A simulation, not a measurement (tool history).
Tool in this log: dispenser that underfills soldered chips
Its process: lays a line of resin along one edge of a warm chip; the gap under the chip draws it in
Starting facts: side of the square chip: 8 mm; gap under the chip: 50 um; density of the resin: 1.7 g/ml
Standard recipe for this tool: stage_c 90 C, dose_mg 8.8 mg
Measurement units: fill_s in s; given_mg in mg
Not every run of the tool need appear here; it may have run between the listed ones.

run	hour	stage_c	dose_mg	fill_s	given_mg
1	0	90	8.8	72	8.63
2	4.2	90	8.8	81.8	8.63
3	9.5	90	8.8	76.8	8.55
4	16.8	90	8.8	76.7	8.57
5	25.3	75	8.8	126.5	8.76
6	31	75	8.8	119.1	8.77
7	37.4	75	8.8	116.7	8.72
8	41	101	8.8	55.4	8.74
9	47.5	101	8.8	53.8	8.7
10	51.4	101	8.42	45.9	8.33
11	57.5	101	8.42	56.2	8.29
12	61.9	90	8.8	73.4	8.63
13	67.1	90	8.8	68.2	8.63
14	71.7	90	10.29	78.4	10.06
15	78.9	90	10.29	77.8	10.06
16	84.3	90	8.8	73	8.58
17	91	90	8.8	73.3	8.53
18	98.4	90	8.8	70.7	8.79
19	102.7	90	8.8	81.1	8.76
20	110	90	10.49	79	10.42
21	113.4	90	10.75	70.3	10.68
22	116.3	97	7.67	63.4	7.62
23	122.7	97	7.67	61.5	7.59
24	126.9	97	7.67	55.3	7.59
25	133.5	97	7.67	53.6	7.56
26	136.8	89	8.64	78	8.48
27	142.5	98	8.68	51.9	8.52
28	149.7	87	11.14	76.6	10.88
29	155	93	11.06	72.9	10.81
30	159.7	93	11.06	66.5	10.81
31	164.3	93	11.06	60.6	10.76
32	169	104	8.24	50.3	7.99
33	172.8	92	8.21	64.1	7.97
34	180.5	85	8.4	78.4	8.38

Not shown: 27 entries that the log had between the listed runs. Between which runs, and how does the tool's hidden state differ before and after?
Between runs 2 and 3: new syringe of resin (hour 4.9)
  resin's viscosity, % of fresh resin's: 127 -> 118; dose that the valve gives, % of what is set: 97.82 -> 97.6; true chip temperature over the reading, C: 0.01 -> -0.02
  measured result minus the result with no hidden state, fill_s: +17.5 -> +12 s; given_mg: -0.19 -> -0.21 mg
Between runs 3 and 4: new syringe of resin (hour 12.2)
  resin's viscosity, % of fresh resin's: 118 -> 118.7; dose that the valve gives, % of what is set: 97.6 -> 97.31; true chip temperature over the reading, C: -0.02 -> -0.05
  measured result minus the result with no hidden state, fill_s: +12 -> +12.3 s; given_mg: -0.21 -> -0.24 mg
Between runs 4 and 5: dispensing valve cleaned and set on the balance (hour 19.5); new syringe of resin (hour 20.9)
  resin's viscosity, % of fresh resin's: 118.7 -> 114.8; dose that the valve gives, % of what is set: 97.31 -> 99.71; true chip temperature over the reading, C: -0.05 -> -0.08
  measured result minus the result with no hidden state, fill_s: +12.3 -> +16.7 s; given_mg: -0.24 -> -0.03 mg
Between runs 5 and 6: new syringe of resin (hour 28.2)
  resin's viscosity, % of fresh resin's: 114.8 -> 108.7; dose that the valve gives, % of what is set: 99.71 -> 99.5; true chip temperature over the reading, C: -0.08 -> -0.1
  measured result minus the result with no hidden state, fill_s: +16.7 -> +10 s; given_mg: -0.03 -> -0.04 mg
Between runs 6 and 7: new syringe of resin (hour 35.5)
  resin's viscosity, % of fresh resin's: 108.7 -> 104.9; dose that the valve gives, % of what is set: 99.5 -> 99.25; true chip temperature over the reading, C: -0.1 -> -0.13
  measured result minus the result with no hidden state, fill_s: +10 -> +6.1 s; given_mg: -0.04 -> -0.06 mg
Between runs 8 and 9: new syringe of resin (hour 43.1)
  resin's viscosity, % of fresh resin's: 118.5 -> 115.9; dose that the valve gives, % of what is set: 99.09 -> 98.82; true chip temperature over the reading, C: -0.15 -> -0.18
  measured result minus the result with no hidden state, fill_s: +8.9 -> +7.6 s; given_mg: -0.08 -> -0.11 mg
Between runs 9 and 10: new syringe of resin (hour 50.7)
  resin's viscosity, % of fresh resin's: 115.9 -> 101.3; dose that the valve gives, % of what is set: 98.82 -> 98.68; true chip temperature over the reading, C: -0.18 -> -0.19
  measured result minus the result with no hidden state, fill_s: +7.6 -> +1 s; given_mg: -0.11 -> -0.11 mg
Between runs 11 and 12: new syringe of resin (hour 58.1)
  resin's viscosity, % of fresh resin's: 124.4 -> 113.3; dose that the valve gives, % of what is set: 98.39 -> 98.23; true chip temperature over the reading, C: -0.22 -> -0.24
  measured result minus the result with no hidden state, fill_s: +11.5 -> +9.3 s; given_mg: -0.13 -> -0.15 mg
Between runs 12 and 13: new syringe of resin (hour 65.5)
  resin's viscosity, % of fresh resin's: 113.3 -> 103.4; dose that the valve gives, % of what is set: 98.23 -> 98.02; true chip temperature over the reading, C: -0.24 -> -0.26
  measured result minus the result with no hidden state, fill_s: +9.3 -> +2.9 s; given_mg: -0.15 -> -0.17 mg
Between runs 14 and 15: new syringe of resin (hour 73.1)
  resin's viscosity, % of fresh resin's: 120.8 -> 120.7; dose that the valve gives, % of what is set: 97.83 -> 97.53; true chip temperature over the reading, C: -0.28 -> -0.31
  measured result minus the result with no hidden state, fill_s: +14.2 -> +14.1 s; given_mg: -0.22 -> -0.25 mg
Between runs 15 and 16: new syringe of resin (hour 80.9)
  resin's viscosity, % of fresh resin's: 120.7 -> 110; dose that the valve gives, % of what is set: 97.53 -> 97.33; true chip temperature over the reading, C: -0.31 -> -0.34
  measured result minus the result with no hidden state, fill_s: +14.1 -> +7.5 s; given_mg: -0.25 -> -0.23 mg
Between runs 16 and 17: new syringe of resin (hour 88.2)
  resin's viscosity, % of fresh resin's: 110 -> 110.7; dose that the valve gives, % of what is set: 97.33 -> 97.04; true chip temperature over the reading, C: -0.34 -> -0.36
  measured result minus the result with no hidden state, fill_s: +7.5 -> +8.2 s; given_mg: -0.23 -> -0.26 mg
Between runs 17 and 18: new syringe of resin (hour 95.5); dispensing valve cleaned and set on the balance (hour 97.6)
  resin's viscosity, % of fresh resin's: 110.7 -> 107; dose that the valve gives, % of what is set: 97.04 -> 99.92; true chip temperature over the reading, C: -0.36 -> -0.39
  measured result minus the result with no hidden state, fill_s: +8.2 -> +5.5 s; given_mg: -0.26 -> -0.01 mg
Between runs 19 and 20: new syringe of resin (hour 103.8)
  resin's viscosity, % of fresh resin's: 123.8 -> 121.4; dose that the valve gives, % of what is set: 99.73 -> 99.44; true chip temperature over the reading, C: -0.41 -> -0.44
  measured result minus the result with no hidden state, fill_s: +16.6 -> +14.8 s; given_mg: -0.03 -> -0.06 mg
Between runs 20 and 21: new syringe of resin (hour 111.2)
  resin's viscosity, % of fresh resin's: 121.4 -> 108.7; dose that the valve gives, % of what is set: 99.44 -> 99.3; true chip temperature over the reading, C: -0.44 -> -0.45
  measured result minus the result with no hidden state, fill_s: +14.8 -> +6.7 s; given_mg: -0.06 -> -0.07 mg
Between runs 22 and 23: new syringe of resin (hour 118.5)
  resin's viscosity, % of fresh resin's: 120.2 -> 114; dose that the valve gives, % of what is set: 99.17 -> 98.9; true chip temperature over the reading, C: -0.47 -> -0.49
  measured result minus the result with no hidden state, fill_s: +11.6 -> +8.6 s; given_mg: -0.06 -> -0.08 mg
Between runs 23 and 24: new syringe of resin (hour 126)
  resin's viscosity, % of fresh resin's: 114 -> 102.8; dose that the valve gives, % of what is set: 98.9 -> 98.73; true chip temperature over the reading, C: -0.49 -> -0.51
  measured result minus the result with no hidden state, fill_s: +8.6 -> +2.6 s; given_mg: -0.08 -> -0.1 mg
Between runs 24 and 25: new syringe of resin (hour 133.5)
  resin's viscosity, % of fresh resin's: 102.8 -> 99.7; dose that the valve gives, % of what is set: 98.73 -> 98.47; true chip temperature over the reading, C: -0.51 -> -0.54
  measured result minus the result with no hidden state, fill_s: +2.6 -> +1 s; given_mg: -0.1 -> -0.12 mg
Between runs 26 and 27: new syringe of resin (hour 141.1)
  resin's viscosity, % of fresh resin's: 111.3 -> 103.2; dose that the valve gives, % of what is set: 98.34 -> 98.12; true chip temperature over the reading, C: -0.55 -> -0.58
  measured result minus the result with no hidden state, fill_s: +9.3 -> +2.6 s; given_mg: -0.14 -> -0.16 mg
Between runs 27 and 28: new syringe of resin (hour 148.8)
  resin's viscosity, % of fresh resin's: 103.2 -> 103.6; dose that the valve gives, % of what is set: 98.12 -> 97.84; true chip temperature over the reading, C: -0.58 -> -0.61
  measured result minus the result with no hidden state, fill_s: +2.6 -> +4.3 s; given_mg: -0.16 -> -0.24 mg
Between runs 29 and 30: new syringe of resin (hour 156.5)
  resin's viscosity, % of fresh resin's: 124 -> 111.9; dose that the valve gives, % of what is set: 97.63 -> 97.44; true chip temperature over the reading, C: -0.63 -> -0.65
  measured result minus the result with no hidden state, fill_s: +15.4 -> +8.4 s; given_mg: -0.26 -> -0.28 mg
Between runs 30 and 31: new syringe of resin (hour 164.2)
  resin's viscosity, % of fresh resin's: 111.9 -> 101.2; dose that the valve gives, % of what is set: 97.44 -> 97.25; true chip temperature over the reading, C: -0.65 -> -0.67
  measured result minus the result with no hidden state, fill_s: +8.4 -> +2.1 s; given_mg: -0.28 -> -0.31 mg
Between runs 32 and 33: new syringe of resin (hour 171.7)
  resin's viscosity, % of fresh resin's: 118.6 -> 102.7; dose that the valve gives, % of what is set: 97.03 -> 96.89; true chip temperature over the reading, C: -0.69 -> -0.71
  measured result minus the result with no hidden state, fill_s: +8.9 -> +3.5 s; given_mg: -0.24 -> -0.26 mg
Between runs 33 and 34: dispensing valve cleaned and set on the balance (hour 175.4); new syringe of resin (hour 179.9)
  resin's viscosity, % of fresh resin's: 102.7 -> 100.6; dose that the valve gives, % of what is set: 96.89 -> 99.74; true chip temperature over the reading, C: -0.71 -> -0.74
  measured result minus the result with no hidden state, fill_s: +3.5 -> +2.5 s; given_mg: -0.26 -> -0.02 mg

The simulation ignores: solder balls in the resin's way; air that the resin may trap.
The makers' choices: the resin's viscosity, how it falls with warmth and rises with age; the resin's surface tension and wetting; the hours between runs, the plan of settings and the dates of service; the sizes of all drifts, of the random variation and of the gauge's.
